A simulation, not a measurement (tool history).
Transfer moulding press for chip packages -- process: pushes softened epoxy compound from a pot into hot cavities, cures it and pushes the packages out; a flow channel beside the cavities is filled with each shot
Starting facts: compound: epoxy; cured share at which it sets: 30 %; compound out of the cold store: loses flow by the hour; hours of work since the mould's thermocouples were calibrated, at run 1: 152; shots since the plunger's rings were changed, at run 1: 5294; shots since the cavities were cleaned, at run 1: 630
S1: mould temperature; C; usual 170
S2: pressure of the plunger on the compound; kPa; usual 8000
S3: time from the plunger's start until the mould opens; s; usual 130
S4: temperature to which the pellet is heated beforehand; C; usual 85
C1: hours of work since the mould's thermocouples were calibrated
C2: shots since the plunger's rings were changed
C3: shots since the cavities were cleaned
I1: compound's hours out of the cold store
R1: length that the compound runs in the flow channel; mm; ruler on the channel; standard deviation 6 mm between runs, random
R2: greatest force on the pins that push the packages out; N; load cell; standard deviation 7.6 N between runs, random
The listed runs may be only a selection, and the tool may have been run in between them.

run 1 hour=0.0 | S1=170 S2=8000 S3=130 S4=85 | C1=152 C2=5294 C3=630 | I1=15.9 | R1=717 R2=437
-- hour=24.0 cavities cleaned with cleaning compound and waxed
run 2 hour=41.4 | S1=170 S2=8000 S3=130 S4=80 | C1=179 C2=5704 C3=179 | I1=43.8 | R1=606 R2=377
run 3 hour=85.3 | S1=170 S2=8000 S3=130 S4=85 | C1=208 C2=6154 C3=629 | I1=38.6 | R1=619 R2=433
-- hour=91.1 plunger's sealing rings changed
-- hour=112.0 cavities cleaned with cleaning compound and waxed
run 4 hour=121.2 | S1=170 S2=8000 S3=130 S4=85 | C1=229 C2=293 C3=94 | I1=12.7 | R1=778 R2=362
run 5 hour=147.2 | S1=170 S2=8000 S3=130 S4=85 | C1=246 C2=560 C3=361 | I1=46.5 | R1=621 R2=409
run 6 hour=194.2 | S1=170 S2=9780 S3=130 S4=85 | C1=277 C2=1042 C3=843 | I1=21.3 | R1=811 R2=476
-- hour=198.2 cavities cleaned with cleaning compound and waxed
run 7 hour=239.9 | S1=170 S2=9780 S3=130 S4=85 | C1=306 C2=1495 C3=427 | I1=20.6 | R1=806 R2=431
run 8 hour=272.0 | S1=170 S2=9780 S3=130 S4=85 | C1=327 C2=1824 C3=756 | I1=47.6 | R1=684 R2=460
-- hour=286.3 cavities cleaned with cleaning compound and waxed
run 9 hour=304.8 | S1=170 S2=9780 S3=130 S4=85 | C1=347 C2=2145 C3=189 | I1=39.3 | R1=722 R2=387
run 10 hour=346.3 | S1=170 S2=9780 S3=130 S4=85 | C1=375 C2=2571 C3=615 | I1=24.4 | R1=776 R2=439
-- hour=372.4 cavities cleaned with cleaning compound and waxed
run 11 hour=386.4 | S1=177 S2=7780 S3=113 S4=95 | C1=400 C2=2966 C3=143 | I1=42.9 | R1=605 R2=370
run 12 hour=421.2 | S1=177 S2=7780 S3=113 S4=95 | C1=423 C2=3323 C3=500 | I1=15.2 | R1=704 R2=431
run 13 hour=441.7 | S1=162 S2=6930 S3=130 S4=85 | C1=437 C2=3533 C3=710 | I1=30.8 | R1=651 R2=614
-- hour=458.2 cavities cleaned with cleaning compound and waxed
run 14 hour=478.0 | S1=170 S2=8000 S3=158 S4=85 | C1=460 C2=3891 C3=204 | I1=16.3 | R1=733 R2=374
run 15 hour=505.0 | S1=170 S2=8000 S3=132 S4=85 | C1=477 C2=4168 C3=481 | I1=29.1 | R1=674 R2=428
run 16 hour=526.3 | S1=174 S2=8040 S3=150 S4=78 | C1=491 C2=4386 C3=699 | I1=41.1 | R1=629 R2=433
-- hour=543.4 cavities cleaned with cleaning compound and waxed
run 17 hour=559.3 | S1=169 S2=9370 S3=133 S4=81 | C1=512 C2=4709 C3=163 | I1=15.0 | R1=803 R2=397
run 18 hour=601.6 | S1=169 S2=9370 S3=133 S4=81 | C1=540 C2=5142 C3=596 | I1=19.9 | R1=769 R2=451
run 19 hour=624.5 | S1=169 S2=6920 S3=133 S4=81 | C1=555 C2=5377 C3=831 | I1=31.9 | R1=620 R2=457

Forecast each of these 4 alternatives for the next run:
-- hour=629.2 cavities cleaned with cleaning compound and waxed
run A hour=652.6 | S1=169 S2=7510 S3=127 S4=83 | C1=572 C2=5650 C3=240 | I1=40.3 | R1=? R2=?
-- hour=629.2 cavities cleaned with cleaning compound and waxed
run B hour=652.6 | S1=163 S2=6920 S3=122 S4=81 | C1=572 C2=5650 C3=240 | I1=39.5 | R1=? R2=?
-- hour=629.2 cavities cleaned with cleaning compound and waxed
run C hour=652.6 | S1=171 S2=6920 S3=112 S4=81 | C1=572 C2=5650 C3=240 | I1=19.8 | R1=? R2=?
-- hour=629.2 cavities cleaned with cleaning compound and waxed
run D hour=652.6 | S1=169 S2=6210 S3=133 S4=81 | C1=572 C2=5650 C3=240 | I1=20.1 | R1=? R2=?

run=A R1=612 R2=393
run=B R1=609 R2=531
run=C R1=651 R2=425
run=D R1=625 R2=384
Without the tool's unlogged condition, the same runs would have read:
run=A R1=645 R2=325
run=B R1=641 R2=418
run=C R1=686 R2=347
run=D R1=658 R2=317
